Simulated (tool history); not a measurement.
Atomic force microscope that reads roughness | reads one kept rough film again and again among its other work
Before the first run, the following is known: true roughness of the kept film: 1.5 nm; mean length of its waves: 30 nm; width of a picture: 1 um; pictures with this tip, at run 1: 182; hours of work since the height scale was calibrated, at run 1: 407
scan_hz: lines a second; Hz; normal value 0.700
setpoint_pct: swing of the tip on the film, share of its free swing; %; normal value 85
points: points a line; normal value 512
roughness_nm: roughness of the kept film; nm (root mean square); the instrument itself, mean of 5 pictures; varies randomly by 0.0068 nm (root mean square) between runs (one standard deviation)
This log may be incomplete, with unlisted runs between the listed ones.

run   hour  scan_hz  setpoint_pct  points  pictures with this tip  hours of work since the height scale was calibrated  roughness_nm
  1    0.0    0.700            85     512                     182                                                  407         1.276
       4.4  -- new tip fitted
  2    8.4    0.700            85     512                       6                                                  413         1.364
  3   23.0    0.700            85     512                      25                                                  423         1.347
  4   35.5    0.700            85     624                      41                                                  432         1.343
  5   45.8    0.700            75     512                      54                                                  439         1.371
  6   56.4    0.700            85     512                      68                                                  446         1.330
  7   70.3    0.700            60     512                      86                                                  456         1.352
  8   76.6    1.132            60     512                      94                                                  461         1.347
  9   84.3    0.700            85     512                     104                                                  466         1.296
 10   95.2    0.700            85     512                     119                                                  474         1.292
 11  106.4    0.700            85     423                     133                                                  481         1.291
 12  117.4    0.700            85     423                     147                                                  489         1.281
 13  130.1    0.700            85     423                     164                                                  498         1.266
 14  142.5    0.700            85     512                     180                                                  507         1.255
     148.6  -- new tip fitted
 15  151.0    0.700            85     512                       4                                                  512         1.375
 16  164.1    0.700            85     512                      21                                                  522         1.349
 17  174.6    0.700            85     512                      34                                                  529         1.338
 18  185.8    0.700            85     512                      49                                                  537         1.337
 19  200.8    1.159            76     287                      68                                                  547         1.296
 20  212.5    1.159            76     287                      84                                                  555         1.291
 21  227.4    1.392            83     958                     103                                                  566         1.255
 22  240.6    1.284            85     512                     120                                                  575         1.235
 23  251.1    0.700            64     512                     134                                                  582         1.320
 24  259.1    3.194            72     937                     144                                                  588         1.199
 25  269.1    1.779            66     336                     157                                                  595         1.268
 26  282.3    1.779            79     289                     174                                                  604         1.185
 27  291.1    0.700            79     512                     186                                                  610         1.267
     292.9  -- new tip fitted
 28  304.6    1.000            83     827                      15                                                  619         1.342
 29  314.7    1.000            83     827                      28                                                  627         1.335
 30  329.3    0.700            90     993                      47                                                  637         1.319
 31  340.2    0.700            68     399                      61                                                  644         1.354
 32  347.2    2.264            68     599                      70                                                  649         1.296
 33  354.6    1.261            86     269                      80                                                  654         1.238

What would each run have given without the hidden state, its run-to-run variation left as it was?
Unlogged tool condition in this case: radius of the tip, nm; height scale over the true one, %; drift of the gauge itself on roughness_nm, %.
run  roughness_nm
  1         1.381
  2         1.371
  3         1.366
  4         1.373
  5         1.411
  6         1.378
  7         1.414
  8         1.413
  9         1.366
 10         1.371
 11         1.379
 12         1.378
 13         1.373
 14         1.371
 15         1.382
 16         1.368
 17         1.366
 18         1.376
 19         1.348
 20         1.353
 21         1.327
 22         1.317
 23         1.417
 24         1.293
 25         1.378
 26         1.297
 27         1.394
 28         1.358
 29         1.359
 30         1.356
 31         1.402
 32         1.348
 33         1.294

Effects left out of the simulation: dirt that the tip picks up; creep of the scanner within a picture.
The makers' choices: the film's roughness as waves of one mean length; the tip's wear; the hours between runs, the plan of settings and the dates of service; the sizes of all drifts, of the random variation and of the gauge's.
